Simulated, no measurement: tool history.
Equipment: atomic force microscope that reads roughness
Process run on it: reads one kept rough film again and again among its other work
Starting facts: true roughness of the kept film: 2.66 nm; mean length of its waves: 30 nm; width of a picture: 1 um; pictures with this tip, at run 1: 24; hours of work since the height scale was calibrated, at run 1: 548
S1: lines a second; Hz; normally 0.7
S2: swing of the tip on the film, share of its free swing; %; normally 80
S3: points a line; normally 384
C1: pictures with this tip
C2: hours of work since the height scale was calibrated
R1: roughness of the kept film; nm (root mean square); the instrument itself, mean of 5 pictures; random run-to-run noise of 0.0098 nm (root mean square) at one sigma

run   hour     S1  S2   S3  C1   C2     R1
  1      0    0.7  80  384  24  548  2.227
  2   26.3    0.7  63  384  46  561  2.291
  3   41.7    0.7  63  384  59  569  2.297
  4   63.4    0.7  63  384  78  580  2.295
  5   78.1    0.7  63  384  91  587  2.282
      82.2  -- new tip fitted
  6  105.2  2.144  63  384  20  600  2.211
  7  121.6  2.144  63  384  34  609  2.217
  8  140.8  2.144  63  384  50  618   2.21
  9  156.1  0.976  63  384  63  626  2.303
 10    176  0.976  63  384  80  636  2.298
     192.1  -- new tip fitted
 11  192.7  0.976  63  384   0  644  2.288
 12  214.9  0.976  63  384  19  655  2.298
 13  238.3  1.125  63  384  40  667  2.283
 14  256.1  1.125  63  384  55  676    2.3
 15  281.4  1.125  63  285  77  689  2.284
 16  296.6  2.419  80  384  90  696  1.977
     302.8  -- new tip fitted
 17    323  2.419  80  384  17  709   1.99
 18  347.3  2.419  80  384  38  721  1.976
 19  362.5   1.48  65  475  51  729   2.25
 20  379.9   1.48  65  475  66  738  2.239
 21  402.7   1.48  65  475  85  749  2.252
     412.9  -- new tip fitted
 22  424.9  0.869  80  384  10  760  2.209
 23  437.1  3.821  62  654  21  766  2.127
 24  458.5  2.181  77  377  39  777  2.045
 25  475.6  2.944  77  377  54  786  1.969
 26    499  2.687  58  937  74  797  2.238
 27  518.2  2.687  76  631  90  807  1.999
     522.7  -- new tip fitted
 28  545.7   1.46  80  456  20  821  2.117
 29  558.8   1.46  80  456  31  827  2.127
 30    584  1.159  59  726  52  840  2.313

A few steps of R1 between consecutive runs. Split each: what settings, incoming material and random variation would produce without the hidden state, and what is left over for the hidden state, along with gauge scatter present in only one of the two compared results (measured, and without hidden state):
Hidden state at play: radius of the tip, nm; height scale over the true one, %; drift of the gauge itself on roughness_nm, %.
Run 10 -> 11: new tip fitted. R1 -0.01 nm (root mean square): hidden state +0.011, all else -0.021.
Run 15 -> 16: S1 1.125 -> 2.419, S2 63 -> 80, S3 285 -> 384. R1 -0.307 nm (root mean square): hidden state +0, all else -0.307.
Run 16 -> 17: new tip fitted. R1 +0.013 nm (root mean square): hidden state +0.008, all else +0.005.
Run 18 -> 19: S1 2.419 -> 1.48, S2 80 -> 65, S3 384 -> 475. R1 +0.274 nm (root mean square): hidden state -0.002, all else +0.276.
Run 21 -> 22: S1 1.48 -> 0.869, S2 65 -> 80, S3 475 -> 384, new tip fitted. R1 -0.043 nm (root mean square): hidden state +0.01, all else -0.053.
Run 25 -> 26: S1 2.944 -> 2.687, S2 77 -> 58, S3 377 -> 937. R1 +0.269 nm (root mean square): hidden state -0.002, all else +0.271.

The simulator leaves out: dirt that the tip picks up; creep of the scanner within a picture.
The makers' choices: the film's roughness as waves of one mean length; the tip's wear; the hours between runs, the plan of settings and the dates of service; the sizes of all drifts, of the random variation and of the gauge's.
